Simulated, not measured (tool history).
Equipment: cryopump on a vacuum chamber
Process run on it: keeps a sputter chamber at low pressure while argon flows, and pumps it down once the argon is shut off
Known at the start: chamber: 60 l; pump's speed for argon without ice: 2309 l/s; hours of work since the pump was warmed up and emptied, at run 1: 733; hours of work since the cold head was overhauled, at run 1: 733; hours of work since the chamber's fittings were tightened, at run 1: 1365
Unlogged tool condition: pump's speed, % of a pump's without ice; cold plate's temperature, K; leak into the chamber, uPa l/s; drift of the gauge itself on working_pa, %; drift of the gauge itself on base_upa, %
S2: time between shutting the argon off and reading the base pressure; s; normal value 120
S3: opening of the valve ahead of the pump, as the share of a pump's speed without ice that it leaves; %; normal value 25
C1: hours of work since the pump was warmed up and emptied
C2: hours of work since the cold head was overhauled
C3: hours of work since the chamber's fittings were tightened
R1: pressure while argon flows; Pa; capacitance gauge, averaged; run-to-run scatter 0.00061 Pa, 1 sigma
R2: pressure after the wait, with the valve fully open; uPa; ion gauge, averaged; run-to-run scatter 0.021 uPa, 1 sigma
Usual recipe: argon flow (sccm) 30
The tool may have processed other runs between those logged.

Run 1, day 0: usual settings; C1 733; C2 733; C3 1365. Result: R1 0.0899 Pa, R2 0.73 uPa.
Run 2, day 0.671: usual settings but argon flow (sccm) 14; C1 741; C2 741; C3 1373. Result: R1 0.0417 Pa, R2 0.73 uPa.
Run 3, day 2.179: usual settings but argon flow (sccm) 54; C1 761; C2 761; C3 1393. Result: R1 0.1615 Pa, R2 0.79 uPa.
Run 4, day 3.629: usual settings but argon flow (sccm) 27; C1 779; C2 779; C3 1411. Result: R1 0.0818 Pa, R2 0.78 uPa.
Run 5, day 4.571: usual settings but argon flow (sccm) 27; C1 792; C2 792; C3 1423. Result: R1 0.0816 Pa, R2 0.77 uPa.
Run 6, day 5.704: usual settings but argon flow (sccm) 27; C1 806; C2 806; C3 1438. Result: R1 0.082 Pa, R2 0.76 uPa.
Run 7, day 7.004: usual settings but argon flow (sccm) 27; C1 823; C2 823; C3 1455. Result: R1 0.0815 Pa, R2 0.77 uPa.
Run 8, day 7.717: usual settings but argon flow (sccm) 27; C1 832; C2 832; C3 1464. Result: R1 0.0816 Pa, R2 0.83 uPa.
Run 9, day 8.446: usual settings but argon flow (sccm) 48; C1 841; C2 841; C3 1473. Result: R1 0.1449 Pa, R2 0.79 uPa.
Run 10, day 9.975: usual settings but argon flow (sccm) 48, S2 21 s; C1 861; C2 861; C3 1493. Result: R1 0.1448 Pa, R2 1.79 uPa.
Run 11, day 10.692: usual settings but argon flow (sccm) 48, S2 21 s; C1 870; C2 870; C3 1502. Result: R1 0.1467 Pa, R2 1.86 uPa.
Run 12, day 11.575: usual settings but argon flow (sccm) 48, S2 21 s, S3 46 %; C1 882; C2 882; C3 1513. Result: R1 0.0817 Pa, R2 1.87 uPa.
Run 13, day 12.229: usual settings but S3 20 %; C1 890; C2 890; C3 1522. Result: R1 0.1122 Pa, R2 0.83 uPa.
Run 14, day 13.262: usual settings but S3 20 %; C1 903; C2 903; C3 1535. Result: R1 0.1123 Pa, R2 0.83 uPa.
Run 15, day 14.467: usual settings but S3 20 %; C1 919; C2 919; C3 1551. Result: R1 0.1118 Pa, R2 0.78 uPa.
Run 16, day 15.896: usual settings but S3 20 %; C1 937; C2 937; C3 1569. Result: R1 0.1134 Pa, R2 0.81 uPa.
Run 17, day 16.521: usual settings but argon flow (sccm) 49; C1 945; C2 945; C3 1577. Result: R1 0.1499 Pa, R2 0.82 uPa.
Run 18, day 17.562: usual settings but argon flow (sccm) 49, S2 24 s, S3 48 %; C1 959; C2 959; C3 1590. Result: R1 0.08 Pa, R2 1.73 uPa.
Run 19, day 19.088: usual settings but argon flow (sccm) 47, S2 103 s, S3 48 %; C1 978; C2 978; C3 1610. Result: R1 0.0765 Pa, R2 0.9 uPa.
Run 20, day 19.733: usual settings but S2 115 s; C1 987; C2 987; C3 1618. Result: R1 0.0919 Pa, R2 0.87 uPa.
Run 21, day 21.075: usual settings but argon flow (sccm) 28, S2 65 s, S3 21 %; C1 1004; C2 1004; C3 1636. Result: R1 0.1006 Pa, R2 1.06 uPa.
Run 22, day 22.379: usual settings but argon flow (sccm) 42, S2 77 s; C1 1021; C2 1021; C3 1652. Result: R1 0.1279 Pa, R2 0.96 uPa.
Run 23, day 23.554: usual settings but argon flow (sccm) 20, S3 21 %; C1 1036; C2 1036; C3 1667. Result: R1 0.0714 Pa, R2 0.87 uPa.
Run 24, day 24.35: usual settings but argon flow (sccm) 31, S2 37 s, S3 44 %; C1 1046; C2 1046; C3 1678. Result: R1 0.0561 Pa, R2 1.34 uPa.
Run 25, day 25.204: usual settings but argon flow (sccm) 23, S2 24 s; C1 1057; C2 1057; C3 1689. Result: R1 0.0707 Pa, R2 1.74 uPa.
Run 26, day 26.671: usual settings but argon flow (sccm) 12, S2 190 s, S3 17 %; C1 1076; C2 1076; C3 1708. Result: R1 0.0533 Pa, R2 0.8 uPa.
Run 27, day 27.892: usual settings but argon flow (sccm) 12, S2 190 s, S3 17 %; C1 1091; C2 1091; C3 1723. Result: R1 0.0528 Pa, R2 0.76 uPa.
Run 28, day 29.225: usual settings but argon flow (sccm) 12, S2 190 s, S3 17 %; C1 1109; C2 1109; C3 1740. Result: R1 0.0527 Pa, R2 0.84 uPa.
Run 29, day 30.504: usual settings but argon flow (sccm) 18, S2 188 s, S3 29 %; C1 1125; C2 1125; C3 1757. Result: R1 0.047 Pa, R2 0.8 uPa.
At day 31.471: pump warmed up, emptied and cooled again.
Run 30, day 31.925: usual settings but argon flow (sccm) 15; C1 6; C2 1141; C3 1772. Result: R1 0.0447 Pa, R2 0.78 uPa.
Run 31, day 33.262: usual settings but argon flow (sccm) 15; C1 23; C2 1158; C3 1790. Result: R1 0.0441 Pa, R2 0.85 uPa.
Run 32, day 33.946: usual settings but argon flow (sccm) 41; C1 32; C2 1167; C3 1798. Result: R1 0.1205 Pa, R2 0.82 uPa.
Run 33, day 35.021: usual settings but argon flow (sccm) 47, S3 27 %; C1 46; C2 1180; C3 1812. Result: R1 0.1274 Pa, R2 0.8 uPa.
Run 34, day 36.483: usual settings but argon flow (sccm) 25; C1 64; C2 1199; C3 1831. Result: R1 0.0746 Pa, R2 0.8 uPa.

Predict each of these 4 candidate next runs independently; none follows another, all start after run 34:
Run A, day 37.442: usual settings but argon flow (sccm) 40, S2 21 s, S3 29 %; C1 77; C2 1212; C3 1843. Result: R1 ?, R2 ?.
Run B, day 37.442: usual settings but argon flow (sccm) 25, S2 22 s; C1 77; C2 1212; C3 1843. Result: R1 ?, R2 ?.
Run C, day 37.442: usual settings but argon flow (sccm) 22, S2 213 s, S3 49 %; C1 77; C2 1212; C3 1843. Result: R1 ?, R2 ?.
Run D, day 37.442: usual settings but argon flow (sccm) 54, S2 49 s; C1 77; C2 1212; C3 1843. Result: R1 ?, R2 ?.

run      R1    R2
  A  0.1019  1.88
  B   0.073  1.81
  C  0.0333  0.74
  D  0.1582  1.12
Take away the tool's hidden state, keep each run's random variation, and the runs would have read:
run      R1    R2
  A  0.1011   1.4
  B  0.0725  1.32
  C  0.0328  0.25
  D  0.1571  0.64

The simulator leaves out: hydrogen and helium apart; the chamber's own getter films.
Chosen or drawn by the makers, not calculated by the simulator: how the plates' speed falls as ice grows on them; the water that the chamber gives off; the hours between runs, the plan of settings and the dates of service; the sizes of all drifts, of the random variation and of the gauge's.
